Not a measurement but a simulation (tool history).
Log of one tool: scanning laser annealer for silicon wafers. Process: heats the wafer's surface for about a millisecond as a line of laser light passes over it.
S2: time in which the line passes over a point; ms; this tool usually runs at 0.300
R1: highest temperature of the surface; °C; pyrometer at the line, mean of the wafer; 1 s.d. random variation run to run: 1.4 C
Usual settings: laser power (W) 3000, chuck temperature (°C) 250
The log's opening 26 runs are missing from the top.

run 27 hour=575.4 | laser_power_(W)=3253 S2=0.300 chuck_temperature_(°C)=250 | R1=1150
run 28 hour=596.1 | laser_power_(W)=3253 S2=0.300 chuck_temperature_(°C)=250 | R1=1148
-- hour=600.0 window over the wafer cleaned
run 29 hour=621.3 | laser_power_(W)=3047 S2=0.300 chuck_temperature_(°C)=250 | R1=1064
run 30 hour=637.4 | laser_power_(W)=3047 S2=0.300 chuck_temperature_(°C)=250 | R1=1066
run 31 hour=669.6 | laser_power_(W)=2669 S2=0.281 chuck_temperature_(°C)=215 | R1=884
run 32 hour=699.5 | laser_power_(W)=3111 S2=0.281 chuck_temperature_(°C)=215 | R1=1023
run 33 hour=724.8 | laser_power_(W)=3014 S2=0.225 chuck_temperature_(°C)=256 | R1=947
run 34 hour=750.1 | laser_power_(W)=3014 S2=0.225 chuck_temperature_(°C)=256 | R1=947
run 35 hour=772.4 | laser_power_(W)=3014 S2=0.331 chuck_temperature_(°C)=256 | R1=1100
-- hour=782.3 window over the wafer cleaned, once more
run 36 hour=794.1 | laser_power_(W)=3087 S2=0.212 chuck_temperature_(°C)=249 | R1=972
run 37 hour=818.1 | laser_power_(W)=3000 S2=0.257 chuck_temperature_(°C)=247 | R1=1015
run 38 hour=833.0 | laser_power_(W)=3000 S2=0.270 chuck_temperature_(°C)=250 | R1=1040
run 39 hour=849.7 | laser_power_(W)=2652 S2=0.374 chuck_temperature_(°C)=253 | R1=1053
run 40 hour=872.6 | laser_power_(W)=2652 S2=0.374 chuck_temperature_(°C)=253 | R1=1055
run 41 hour=901.5 | laser_power_(W)=2624 S2=0.310 chuck_temperature_(°C)=242 | R1=955
run 42 hour=926.3 | laser_power_(W)=3000 S2=0.343 chuck_temperature_(°C)=240 | R1=1130

Here are 3 independent what-if runs from the current tool condition. What would each one return?
run A hour=946.9 | laser_power_(W)=3000 S2=0.262 chuck_temperature_(°C)=266 | R1=?
run B hour=946.9 | laser_power_(W)=3218 S2=0.251 chuck_temperature_(°C)=226 | R1=?
run C hour=946.9 | laser_power_(W)=3000 S2=0.325 chuck_temperature_(°C)=217 | R1=?

run=A R1=1041
run=B R1=1053
run=C R1=1082
With no hidden state in the tool, these same runs would have given:
run=A R1=1051
run=B R1=1064
run=C R1=1093
